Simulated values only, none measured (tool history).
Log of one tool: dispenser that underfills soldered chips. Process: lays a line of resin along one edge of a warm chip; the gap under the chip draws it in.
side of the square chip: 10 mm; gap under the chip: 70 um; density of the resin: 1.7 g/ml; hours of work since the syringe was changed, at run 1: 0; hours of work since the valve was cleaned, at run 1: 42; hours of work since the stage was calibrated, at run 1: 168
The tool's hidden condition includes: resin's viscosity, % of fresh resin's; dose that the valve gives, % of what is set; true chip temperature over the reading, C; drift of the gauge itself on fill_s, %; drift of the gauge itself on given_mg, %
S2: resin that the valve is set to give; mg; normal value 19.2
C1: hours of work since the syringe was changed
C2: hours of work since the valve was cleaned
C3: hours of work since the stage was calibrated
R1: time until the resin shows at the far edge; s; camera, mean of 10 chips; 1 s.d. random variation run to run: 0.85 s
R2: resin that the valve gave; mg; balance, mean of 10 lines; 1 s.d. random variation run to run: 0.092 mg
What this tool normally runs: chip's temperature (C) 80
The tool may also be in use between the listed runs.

run 1 day=0.000 | chip's_temperature_(C)=80 S2=19.2 | C1=0 C2=42 C3=168 | R1=79.9 R2=18.63
run 2 day=0.242 | chip's_temperature_(C)=80 S2=19.2 | C1=4 C2=46 C3=172 | R1=107.9 R2=18.65
-- day=0.358 new syringe of resin
run 3 day=0.404 | chip's_temperature_(C)=80 S2=19.2 | C1=1 C2=49 C3=175 | R1=81.4 R2=18.61
run 4 day=0.558 | chip's_temperature_(C)=69 S2=19.2 | C1=3 C2=52 C3=178 | R1=153.3 R2=18.69
-- day=0.733 new syringe of resin
run 5 day=0.825 | chip's_temperature_(C)=80 S2=19.5 | C1=2 C2=56 C3=182 | R1=82.9 R2=19.06
run 6 day=0.962 | chip's_temperature_(C)=80 S2=17.4 | C1=4 C2=58 C3=184 | R1=101.6 R2=17.00
-- day=1.100 new syringe of resin
run 7 day=1.179 | chip's_temperature_(C)=80 S2=17.4 | C1=1 C2=62 C3=188 | R1=83.4 R2=16.96
run 8 day=1.442 | chip's_temperature_(C)=80 S2=17.4 | C1=6 C2=66 C3=192 | R1=118.6 R2=16.79
-- day=1.475 new syringe of resin
run 9 day=1.746 | chip's_temperature_(C)=80 S2=17.4 | C1=5 C2=71 C3=197 | R1=112.7 R2=16.81
-- day=1.854 new syringe of resin
run 10 day=2.067 | chip's_temperature_(C)=80 S2=19.2 | C1=4 C2=76 C3=202 | R1=99.8 R2=18.61
run 11 day=2.200 | chip's_temperature_(C)=80 S2=19.2 | C1=6 C2=79 C3=205 | R1=114.6 R2=18.75
-- day=2.233 new syringe of resin
run 12 day=2.525 | chip's_temperature_(C)=80 S2=19.2 | C1=5 C2=84 C3=210 | R1=108.9 R2=18.27
-- day=2.612 new syringe of resin
run 13 day=2.738 | chip's_temperature_(C)=93 S2=19.2 | C1=2 C2=87 C3=213 | R1=54.3 R2=18.49
-- day=2.979 new syringe of resin
run 14 day=2.992 | chip's_temperature_(C)=93 S2=19.2 | C1=0 C2=92 C3=217 | R1=45.5 R2=18.54
run 15 day=3.292 | chip's_temperature_(C)=93 S2=19.2 | C1=5 C2=97 C3=223 | R1=67.7 R2=18.40
-- day=3.350 new syringe of resin
run 16 day=3.438 | chip's_temperature_(C)=80 S2=19.6 | C1=1 C2=99 C3=225 | R1=83.0 R2=18.74
-- day=3.717 new syringe of resin
run 17 day=3.725 | chip's_temperature_(C)=80 S2=16.4 | C1=0 C2=104 C3=229 | R1=76.2 R2=15.78
run 18 day=4.004 | chip's_temperature_(C)=80 S2=16.4 | C1=5 C2=108 C3=234 | R1=109.9 R2=15.74
-- day=4.083 new syringe of resin
run 19 day=4.238 | chip's_temperature_(C)=92 S2=24.4 | C1=3 C2=112 C3=238 | R1=56.7 R2=23.47
-- day=4.450 new syringe of resin
run 20 day=4.538 | chip's_temperature_(C)=83 S2=23.6 | C1=2 C2=117 C3=243 | R1=74.2 R2=22.31
-- day=4.817 new syringe of resin
run 21 day=4.854 | chip's_temperature_(C)=83 S2=23.6 | C1=1 C2=122 C3=248 | R1=68.4 R2=22.29
run 22 day=5.154 | chip's_temperature_(C)=83 S2=23.6 | C1=6 C2=127 C3=253 | R1=102.8 R2=22.43
-- day=5.188 new syringe of resin
run 23 day=5.446 | chip's_temperature_(C)=83 S2=18.6 | C1=4 C2=132 C3=258 | R1=92.4 R2=17.41
-- day=5.567 new syringe of resin
run 24 day=5.629 | chip's_temperature_(C)=69 S2=21.1 | C1=1 C2=135 C3=261 | R1=124.2 R2=19.89
-- day=5.950 new syringe of resin
run 25 day=5.954 | chip's_temperature_(C)=91 S2=16.9 | C1=0 C2=140 C3=266 | R1=50.1 R2=15.88
run 26 day=6.242 | chip's_temperature_(C)=82 S2=23.9 | C1=5 C2=145 C3=271 | R1=97.7 R2=22.28
-- day=6.325 new syringe of resin
-- day=6.558 dispensing valve cleaned and set on the balance
run 27 day=6.596 | chip's_temperature_(C)=80 S2=19.2 | C1=4 C2=1 C3=276 | R1=95.5 R2=19.22
-- day=6.754 new syringe of resin
run 28 day=6.800 | chip's_temperature_(C)=80 S2=19.2 | C1=1 C2=4 C3=279 | R1=76.7 R2=19.17
run 29 day=6.942 | chip's_temperature_(C)=80 S2=19.2 | C1=3 C2=6 C3=282 | R1=93.1 R2=19.15
-- day=7.133 new syringe of resin
run 30 day=7.146 | chip's_temperature_(C)=83 S2=18.7 | C1=0 C2=10 C3=285 | R1=67.8 R2=18.55
run 31 day=7.338 | chip's_temperature_(C)=76 S2=21.5 | C1=3 C2=13 C3=288 | R1=112.6 R2=21.41
-- day=7.521 new syringe of resin
run 32 day=7.533 | chip's_temperature_(C)=75 S2=16.7 | C1=0 C2=16 C3=291 | R1=91.1 R2=16.51
run 33 day=7.812 | chip's_temperature_(C)=93 S2=19.8 | C1=5 C2=21 C3=296 | R1=66.9 R2=19.64

What will run 34 give?
-- day=7.908 new syringe of resin
run 34 day=8.121 | chip's_temperature_(C)=93 S2=19.8 | C1=4 C2=26 C3=301 | R1=? R2=?

Run 34 measured R1 58.1 s, R2 19.69 mg.
With no hidden state in the tool, this same run would have given R1 47.8 s, R2 19.91 mg.

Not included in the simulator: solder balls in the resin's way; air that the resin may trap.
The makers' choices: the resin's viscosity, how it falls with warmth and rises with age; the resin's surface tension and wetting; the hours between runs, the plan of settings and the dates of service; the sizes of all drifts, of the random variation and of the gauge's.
